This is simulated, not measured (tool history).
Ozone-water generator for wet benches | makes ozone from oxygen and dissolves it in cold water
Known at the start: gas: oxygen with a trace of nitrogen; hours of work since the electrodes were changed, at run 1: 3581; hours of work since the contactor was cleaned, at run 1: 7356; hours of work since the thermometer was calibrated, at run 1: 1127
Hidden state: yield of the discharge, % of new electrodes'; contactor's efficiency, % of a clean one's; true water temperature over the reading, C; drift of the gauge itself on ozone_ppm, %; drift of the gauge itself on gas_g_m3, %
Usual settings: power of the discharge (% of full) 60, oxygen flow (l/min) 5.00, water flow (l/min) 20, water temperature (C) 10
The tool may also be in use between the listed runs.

| run | hour | power of the discharge (% of full) | oxygen flow (l/min) | water flow (l/min) | water temperature (C) | hours of work since the electrodes were changed | hours of work since the contactor was cleaned | hours of work since the thermometer was calibrated | dissolved ozone (ppm) | ozone in the gas ahead of the water (g/m3) |
|---|---|---|---|---|---|---|---|---|---|---|
| 1 | 0.0 | 60 | 5.00 | 20 | 10 | 3581 | 7356 | 1127 | 15.5 | 188.3 |
| 2 | 129.2 | 60 | 6.46 | 20 | 10 | 3708 | 7483 | 1254 | 16.5 | 172.1 |
| 3 | 190.0 | 60 | 5.00 | 20 | 10 | 3767 | 7543 | 1314 | 15.6 | 189.8 |
| 4 | 295.5 | 60 | 5.00 | 20 | 10 | 3871 | 7646 | 1417 | 15.5 | 186.5 |
| 5 | 399.9 | 60 | 4.94 | 20 | 10 | 3973 | 7749 | 1520 | 15.5 | 186.4 |
| 6 | 482.9 | 60 | 5.00 | 20 | 10 | 4055 | 7830 | 1601 | 15.4 | 185.4 |
| 7 | 556.5 | 60 | 5.00 | 17 | 10 | 4127 | 7903 | 1673 | 17.6 | 184.8 |
| 8 | 662.2 | 60 | 5.00 | 17 | 10 | 4230 | 8006 | 1777 | 17.4 | 187.4 |
| 9 | 800.7 | 60 | 5.00 | 20 | 7 | 4366 | 8142 | 1913 | 15.9 | 185.7 |
| 10 | 868.5 | 60 | 5.00 | 20 | 7 | 4433 | 8209 | 1979 | 15.7 | 185.7 |
| 11 | 956.1 | 60 | 5.00 | 20 | 7 | 4519 | 8295 | 2065 | 15.7 | 183.7 |
| 12 | 1089.4 | 60 | 5.00 | 20 | 7 | 4650 | 8425 | 2196 | 15.6 | 183.0 |
| 13 | 1213.4 | 60 | 5.00 | 20 | 8 | 4771 | 8547 | 2318 | 15.4 | 185.0 |
| 14 | 1326.9 | 60 | 5.00 | 31 | 10 | 4883 | 8658 | 2429 | 10.0 | 182.8 |
| 15 | 1385.7 | 60 | 5.00 | 31 | 10 | 4940 | 8716 | 2487 | 9.7 | 183.2 |
| 16 | 1444.0 | 60 | 5.00 | 31 | 10 | 4998 | 8773 | 2544 | 10.3 | 183.7 |
| 17 | 1576.7 | 60 | 5.00 | 31 | 10 | 5128 | 8904 | 2674 | 9.8 | 181.7 |
| 18 | 1673.7 | 78 | 8.95 | 20 | 10 | 5223 | 8999 | 2769 | 20.5 | 183.6 |
| 19 | 1785.7 | 95 | 5.44 | 29 | 11 | 5333 | 9109 | 2879 | 15.8 | 256.4 |
| 20 | 1926.0 | 95 | 5.97 | 29 | 7 | 5471 | 9246 | 3017 | 16.7 | 246.7 |
| 21 | 1990.0 | 58 | 2.71 | 17 | 11 | 5533 | 9309 | 3080 | 13.2 | 219.0 |
| 22 | 2059.8 | 58 | 2.71 | 17 | 11 | 5602 | 9378 | 3148 | 13.2 | 218.1 |
| 23 | 2132.0 | 94 | 5.00 | 20 | 10 | 5673 | 9448 | 3219 | 20.8 | 255.8 |
| 24 | 2263.5 | 94 | 5.00 | 20 | 10 | 5802 | 9577 | 3348 | 20.9 | 257.4 |
| 25 | 2404.0 | 90 | 2.93 | 13 | 10 | 5940 | 9715 | 3486 | 24.6 | 296.4 |
| 26 | 2483.0 | 60 | 4.82 | 30 | 10 | 6017 | 9793 | 3563 | 9.8 | 180.3 |
| 27 | 2623.2 | 60 | 4.82 | 30 | 10 | 6155 | 9930 | 3701 | 9.9 | 182.9 |
| 28 | 2691.5 | 60 | 4.82 | 30 | 10 | 6222 | 9997 | 3768 | 9.9 | 179.3 |
| 29 | 2783.5 | 85 | 4.82 | 30 | 6 | 6312 | 10088 | 3858 | 13.3 | 237.9 |
| 30 | 2927.3 | 60 | 7.75 | 20 | 8 | 6453 | 10229 | 3999 | 16.0 | 150.9 |
| 31 | 2995.1 | 41 | 3.37 | 13 | 10 | 6520 | 10295 | 4066 | 13.8 | 150.2 |
| 32 | 3116.7 | 41 | 2.79 | 17 | 10 | 6639 | 10415 | 4185 | 10.1 | 159.9 |
| 33 | 3174.3 | 60 | 7.27 | 22 | 7 | 6695 | 10471 | 4242 | 14.7 | 154.1 |

Forecast each of these 3 alternatives for the next run:
| A | 3268.1 | 90 | 7.27 | 16 | 18 | 6787 | 10563 | 4334 | ? | ? |
| B | 3268.1 | 60 | 7.27 | 21 | 7 | 6787 | 10563 | 4334 | ? | ? |
| C | 3268.1 | 90 | 7.27 | 22 | 10 | 6787 | 10563 | 4334 | ? | ? |

| run | dissolved ozone (ppm) | ozone in the gas ahead of the water (g/m3) |
|---|---|---|
| A | 21.3 | 211.4 |
| B | 15.4 | 154.0 |
| C | 19.3 | 209.0 |
Without the tool's hidden state the same runs would have given:
| run | dissolved ozone (ppm) | ozone in the gas ahead of the water (g/m3) |
|---|---|---|
| A | 28.5 | 257.9 |
| B | 19.6 | 177.5 |
| C | 26.0 | 255.1 |
